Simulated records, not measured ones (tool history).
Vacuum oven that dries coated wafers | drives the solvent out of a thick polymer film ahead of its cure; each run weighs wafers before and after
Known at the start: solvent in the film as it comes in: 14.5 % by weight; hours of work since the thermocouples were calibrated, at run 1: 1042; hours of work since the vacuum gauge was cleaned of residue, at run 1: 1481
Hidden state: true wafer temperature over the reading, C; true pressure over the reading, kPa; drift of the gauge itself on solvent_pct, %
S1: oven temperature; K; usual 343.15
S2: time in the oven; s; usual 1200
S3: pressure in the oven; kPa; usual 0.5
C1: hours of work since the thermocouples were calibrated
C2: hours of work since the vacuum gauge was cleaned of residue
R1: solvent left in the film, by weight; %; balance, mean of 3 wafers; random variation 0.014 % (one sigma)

run	day	S1	S2	S3	C1	C2	R1
1	0	343.15	1200	0.5	1042	1481	1.29
# day 1.683: oven's thermocouples calibrated
2	2.638	343.15	1200	0.5	10	1508	1.14
3	5.421	343.15	1200	0.5	40	1538	1.15
4	9.108	343.15	1200	0.5	79	1577	1.16
5	12.092	343.15	1200	0.5	111	1609	1.16
6	15.608	343.15	1200	0.5	149	1647	1.18
7	18.004	343.15	1200	0.5	174	1672	1.15
8	21.796	343.15	1200	0.5	215	1713	1.17
9	24.329	343.15	1200	0.5	242	1740	1.2
10	28.529	343.15	1200	0.5	286	1784	1.2
11	31.35	343.15	1200	0.5	316	1814	1.2
12	35.442	343.15	1200	0.5	360	1858	1.2
13	39.892	333.15	720	1.245	408	1906	5.22
14	44.092	351.15	1140	0.276	452	1950	0.52
15	48.404	357.15	1320	0.474	498	1996	0.25
16	51.75	343.15	900	0.718	534	2032	2.07
17	54.804	343.15	1260	0.579	567	2065	1.16
18	57.479	343.15	1260	0.579	595	2093	1.17
19	59.608	343.15	1260	0.818	618	2116	1.26
20	63.788	357.15	1260	0.92	663	2161	0.39
21	67.279	346.15	1260	0.92	700	2198	1
22	69.254	357.15	1200	0.929	721	2219	0.42
23	73.521	357.15	1200	0.929	766	2264	0.42

4 ways to go on from here, each from the tool as it stands after run 23. What would each give?
A	76.225	358.15	1500	0.929	795	2293	?
B	76.225	348.15	720	0.929	795	2293	?
C	76.225	338.15	660	0.5	795	2293	?
D	76.225	351.15	1200	0.298	795	2293	?

run	R1
A	0.34
B	2.07
C	4.22
D	0.51
Without the tool's hidden state the same runs would have given:
run	R1
A	0.23
B	1.88
C	3.97
D	0.35
